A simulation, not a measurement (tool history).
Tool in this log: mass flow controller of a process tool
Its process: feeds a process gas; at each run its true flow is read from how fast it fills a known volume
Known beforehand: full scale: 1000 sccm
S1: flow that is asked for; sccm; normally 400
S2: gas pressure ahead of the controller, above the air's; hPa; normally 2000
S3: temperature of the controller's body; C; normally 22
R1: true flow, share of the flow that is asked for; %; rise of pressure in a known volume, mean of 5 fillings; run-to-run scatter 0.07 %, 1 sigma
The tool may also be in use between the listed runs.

run    hour   S1    S2  S3      R1
  1     0.0  400  2000  22   98.64
       60.3  -- controller's zero set anew
  2   174.0  400  2000  22  100.43
  3   411.9  400  2000  22  100.43
  4   533.8  400  2000  22  100.27
  5   748.4  400  2000  22  100.44
  6   950.7  144  2000  22   99.23
  7  1149.8  144  2000  22   99.05
  8  1367.8  400  2000  22  100.39
  9  1592.4  400  2000  22  100.43
 10  1862.2  400  2000  22  100.44
 11  2106.0  400  2000  36  100.13
 12  2238.0  400  2000  22  100.38
 13  2464.5  400  2000  22  100.53
 14  2597.0  400  2000  22  100.51
 15  2813.1  400  2000  22  100.54
 16  3079.9  400  1920  22  100.64
 17  3344.6  400  1920  22  100.42
 18  3517.5  407  1920  22  100.60
 19  3763.3  407  1920  22  100.67
 20  3905.6  407  1920  22  100.58
     3938.8  -- controller exchanged for a calibrated one
 21  4116.4  407  1920  22   98.67
 22  4316.8  407  1920  22   98.66
 23  4429.1  407  1920  22   98.57
 24  4543.0  407  1920  22   98.61
 25  4757.7  407  1920  29   98.44
 26  4934.1  407  1920  29   98.49
 27  5195.1  263  2000  33   97.77
 28  5390.0  263  2000  33   97.68
 29  5552.2  462  2000  23   98.86
 30  5739.3  429  2720  29   98.32
 31  5860.1  429  2720  29   98.36
 32  6008.5  429  2720  29   98.27
 33  6240.4  290  2760  36   97.47
 34  6363.6  128  1860  30   96.33
 35  6493.8  305  2380  30   97.75
 36  6612.1  177  2780  21   96.80
 37  6759.1  177  2780  30   96.64
 38  6918.5  177  2780  30   96.55
 39  7106.8  216  2240  31   97.09
 40  7317.7  535  2240  23   99.27
 41  7521.3  670  2340  23   99.71
 42  7684.2  367  2000  32   98.25
 43  7865.1  520  1820  26   99.13
 44  8131.8  400  1460  26   98.79
 45  8295.3  285  2090  22   97.83
 46  8414.7  285  1520  21   98.03
 47  8553.7  803  2530  21  100.41

Results per run with the tool's hidden condition removed, run-to-run variation unchanged:
Hidden conditions of the tool in this case: flow at rest that the sensor doesn't see, % of full scale; true flow over the shown one, %; drift of the gauge itself on true_pct, %.
run     R1
  1  98.36
  2  98.36
  3  98.34
  4  98.18
  5  98.33
  6  97.47
  7  97.35
  8  98.25
  9  98.28
 10  98.28
 11  97.96
 12  98.20
 13  98.34
 14  98.32
 15  98.33
 16  98.42
 17  98.20
 18  98.35
 19  98.41
 20  98.32
 21  98.39
 22  98.38
 23  98.28
 24  98.32
 25  98.14
 26  98.18
 27  97.61
 28  97.54
 29  98.48
 30  97.96
 31  97.99
 32  97.89
 33  97.32
 34  97.22
 35  97.58
 36  97.25
 37  97.14
 38  97.10
 39  97.38
 40  98.69
 41  98.99
 42  97.94
 43  98.51
 44  98.39
 45  97.83
 46  98.05
 47  99.44

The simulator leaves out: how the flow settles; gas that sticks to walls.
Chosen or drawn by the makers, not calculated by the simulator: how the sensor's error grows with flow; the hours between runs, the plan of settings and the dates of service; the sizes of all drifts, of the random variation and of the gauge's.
